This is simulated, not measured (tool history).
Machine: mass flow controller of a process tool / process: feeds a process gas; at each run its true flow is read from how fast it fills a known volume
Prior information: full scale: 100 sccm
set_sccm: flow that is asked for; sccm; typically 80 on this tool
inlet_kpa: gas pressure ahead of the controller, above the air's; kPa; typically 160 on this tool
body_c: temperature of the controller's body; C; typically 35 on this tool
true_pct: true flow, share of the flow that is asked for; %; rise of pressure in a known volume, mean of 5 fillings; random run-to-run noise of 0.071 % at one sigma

Run 1, day 0.000: usual settings. Result: true_pct 100.18 %.
Run 2, day 8.842: usual settings. Result: true_pct 100.17 %.
Run 3, day 16.562: usual settings. Result: true_pct 100.28 %.
Run 4, day 26.238: usual settings. Result: true_pct 100.39 %.
Run 5, day 39.112: usual settings. Result: true_pct 100.24 %.
Run 6, day 52.838: usual settings. Result: true_pct 100.20 %.
Run 7, day 66.021: usual settings but body_c 22 C. Result: true_pct 99.72 %.
Run 8, day 72.650: usual settings but body_c 24 C. Result: true_pct 99.81 %.
Run 9, day 84.262: usual settings but body_c 24 C. Result: true_pct 99.67 %.
Run 10, day 94.846: usual settings but body_c 24 C. Result: true_pct 99.82 %.
Run 11, day 105.300: usual settings but body_c 24 C. Result: true_pct 99.83 %.
Run 12, day 116.688: usual settings but set_sccm 90 sccm, inlet_kpa 169 kPa, body_c 22 C. Result: true_pct 100.15 %.
Run 13, day 125.950: usual settings but inlet_kpa 155 kPa. Result: true_pct 100.41 %.
Run 14, day 137.183: usual settings but inlet_kpa 187 kPa, body_c 22 C. Result: true_pct 99.49 %.
Run 15, day 143.633: usual settings but set_sccm 13 sccm, inlet_kpa 188 kPa, body_c 21 C. Result: true_pct 89.66 %.
At day 145.742: controller's zero set anew.
Run 16, day 154.867: usual settings but set_sccm 23 sccm, inlet_kpa 188 kPa, body_c 24 C. Result: true_pct 99.26 %.
Run 17, day 161.250: usual settings but set_sccm 10 sccm, inlet_kpa 269 kPa. Result: true_pct 98.34 %.
Run 18, day 175.554: usual settings but set_sccm 10 sccm, inlet_kpa 269 kPa. Result: true_pct 98.15 %.
Run 19, day 183.646: usual settings but set_sccm 10 sccm, inlet_kpa 269 kPa. Result: true_pct 97.88 %.
Run 20, day 191.283: usual settings but set_sccm 54 sccm. Result: true_pct 101.01 %.
Run 21, day 204.004: usual settings but set_sccm 12 sccm, inlet_kpa 171 kPa, body_c 27 C. Result: true_pct 98.04 %.

A few steps of true_pct between consecutive runs. Split each: what settings, incoming material and random variation would produce without the hidden state, and what is left over for the hidden state, along with gauge scatter present in only one of the two compared results (measured, and without hidden state):
Unlogged tool condition in this case: flow at rest that the sensor doesn't see, % of full scale; true flow over the shown one, %; drift of the gauge itself on true_pct, %.
Run 14 -> 15: set_sccm 80 -> 13, inlet_kpa 187 -> 188, body_c 22 -> 21. true_pct -9.83 %: hidden state -7.93, all else -1.90.
Run 15 -> 16: set_sccm 13 -> 23, body_c 21 -> 24, controller's zero set anew. true_pct +9.60 %: hidden state +9.20, all else +0.40.
